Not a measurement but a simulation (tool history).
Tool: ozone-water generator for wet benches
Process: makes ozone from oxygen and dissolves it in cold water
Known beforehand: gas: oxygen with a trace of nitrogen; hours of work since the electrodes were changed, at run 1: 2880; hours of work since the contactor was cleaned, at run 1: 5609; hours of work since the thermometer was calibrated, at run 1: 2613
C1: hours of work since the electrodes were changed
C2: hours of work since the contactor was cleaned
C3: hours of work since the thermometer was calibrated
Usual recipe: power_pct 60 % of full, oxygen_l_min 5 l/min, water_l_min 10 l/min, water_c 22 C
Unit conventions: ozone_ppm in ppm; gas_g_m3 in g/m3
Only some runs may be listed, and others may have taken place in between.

Run 1, hour 0: usual settings; C1 2880; C2 5609; C3 2613. Result: ozone_ppm 27.2 ppm, gas_g_m3 206.4 g/m3.
Run 2, hour 73.8: usual settings but water_c 24 C; C1 2947; C2 5676; C3 2681. Result: ozone_ppm 26 ppm, gas_g_m3 203.7 g/m3.
Run 3, hour 150: usual settings but water_c 24 C; C1 3017; C2 5746; C3 2751. Result: ozone_ppm 25.5 ppm, gas_g_m3 204.2 g/m3.
Run 4, hour 205.6: usual settings but water_c 24 C; C1 3068; C2 5797; C3 2801. Result: ozone_ppm 26 ppm, gas_g_m3 206.1 g/m3.
Run 5, hour 304.3: usual settings; C1 3158; C2 5887; C3 2892. Result: ozone_ppm 26.8 ppm, gas_g_m3 205.8 g/m3.
Run 6, hour 397.2: usual settings; C1 3243; C2 5972; C3 2977. Result: ozone_ppm 26.6 ppm, gas_g_m3 204.5 g/m3.
Run 7, hour 469.9: usual settings; C1 3310; C2 6039; C3 3043. Result: ozone_ppm 26.5 ppm, gas_g_m3 204.4 g/m3.
Run 8, hour 532.7: usual settings; C1 3367; C2 6096; C3 3101. Result: ozone_ppm 26.6 ppm, gas_g_m3 204.4 g/m3.
Run 9, hour 603.8: usual settings; C1 3432; C2 6161; C3 3166. Result: ozone_ppm 26.3 ppm, gas_g_m3 202.6 g/m3.
Run 10, hour 714.3: usual settings; C1 3534; C2 6262; C3 3267. Result: ozone_ppm 26.7 ppm, gas_g_m3 203.2 g/m3.
Run 11, hour 823.9: usual settings but water_l_min 12 l/min; C1 3634; C2 6363; C3 3367. Result: ozone_ppm 23.1 ppm, gas_g_m3 200.4 g/m3.
Run 12, hour 895: usual settings but water_l_min 12 l/min; C1 3699; C2 6428; C3 3432. Result: ozone_ppm 23.3 ppm, gas_g_m3 200.1 g/m3.
Run 13, hour 963.7: usual settings but power_pct 48 % of full, oxygen_l_min 5.17 l/min, water_l_min 12 l/min, water_c 16 C; C1 3762; C2 6491; C3 3495. Result: ozone_ppm 22.1 ppm, gas_g_m3 171.5 g/m3.
Run 14, hour 1037: usual settings but power_pct 67 % of full, water_c 27 C; C1 3829; C2 6558; C3 3562. Result: ozone_ppm 25.4 ppm, gas_g_m3 216.3 g/m3.
Run 15, hour 1098.7: usual settings but power_pct 67 % of full, water_c 27 C; C1 3885; C2 6614; C3 3619. Result: ozone_ppm 25.3 ppm, gas_g_m3 214.4 g/m3.
Run 16, hour 1161.1: usual settings but power_pct 77 % of full, water_l_min 8 l/min, water_c 28 C; C1 3943; C2 6671; C3 3676. Result: ozone_ppm 30.4 ppm, gas_g_m3 233.5 g/m3.
Run 17, hour 1221.8: usual settings but power_pct 77 % of full, water_l_min 8 l/min, water_c 28 C; C1 3998; C2 6727; C3 3732. Result: ozone_ppm 31 ppm, gas_g_m3 236 g/m3.
Run 18, hour 1299.6: usual settings but power_pct 45 % of full, oxygen_l_min 4.88 l/min, water_l_min 7 l/min, water_c 25 C; C1 4069; C2 6798; C3 3803. Result: ozone_ppm 25.6 ppm, gas_g_m3 169.5 g/m3.
Run 19, hour 1356.7: usual settings but power_pct 45 % of full, oxygen_l_min 4.88 l/min, water_l_min 7 l/min, water_c 25 C; C1 4122; C2 6850; C3 3855. Result: ozone_ppm 25.7 ppm, gas_g_m3 168.9 g/m3.
Run 20, hour 1402.9: usual settings but water_l_min 7 l/min, water_c 26 C; C1 4164; C2 6893; C3 3897. Result: ozone_ppm 29.4 ppm, gas_g_m3 198.2 g/m3.
Run 21, hour 1476.1: usual settings but power_pct 58 % of full, oxygen_l_min 7.63 l/min; C1 4231; C2 6960; C3 3964. Result: ozone_ppm 22.9 ppm, gas_g_m3 152.2 g/m3.
Run 22, hour 1544.4: usual settings but power_pct 54 % of full, oxygen_l_min 2.96 l/min; C1 4293; C2 7022; C3 4027. Result: ozone_ppm 26.3 ppm, gas_g_m3 254.9 g/m3.
Run 23, hour 1619.6: usual settings but power_pct 54 % of full, oxygen_l_min 2.96 l/min; C1 4362; C2 7091; C3 4096. Result: ozone_ppm 26.5 ppm, gas_g_m3 255.5 g/m3.

For some of the steps in ozone_ppm from one run to the next: how much would appear even if the tool had no hidden state, given the settings, what came in and random variation, and how much remains for the hidden state plus any gauge scatter that the measured result and the result without hidden state don't share?
The hidden state here: yield of the discharge, % of new electrodes'; contactor's efficiency, % of a clean one's; true water temperature over the reading, C; drift of the gauge itself on ozone_ppm, %; drift of the gauge itself on gas_g_m3, %.
Run 17 -> 18: power_pct 77 -> 45, oxygen_l_min 5 -> 4.88, water_l_min 8 -> 7, water_c 28 -> 25. ozone_ppm -5.4 ppm: hidden state +2, all else -7.4.
Run 19 -> 20: power_pct 45 -> 60, oxygen_l_min 4.88 -> 5, water_c 25 -> 26. ozone_ppm +3.7 ppm: hidden state -1.1, all else +4.8.
Run 20 -> 21: power_pct 60 -> 58, oxygen_l_min 5 -> 7.63, water_l_min 7 -> 10, water_c 26 -> 22. ozone_ppm -6.5 ppm: hidden state +0.7, all else -7.2.
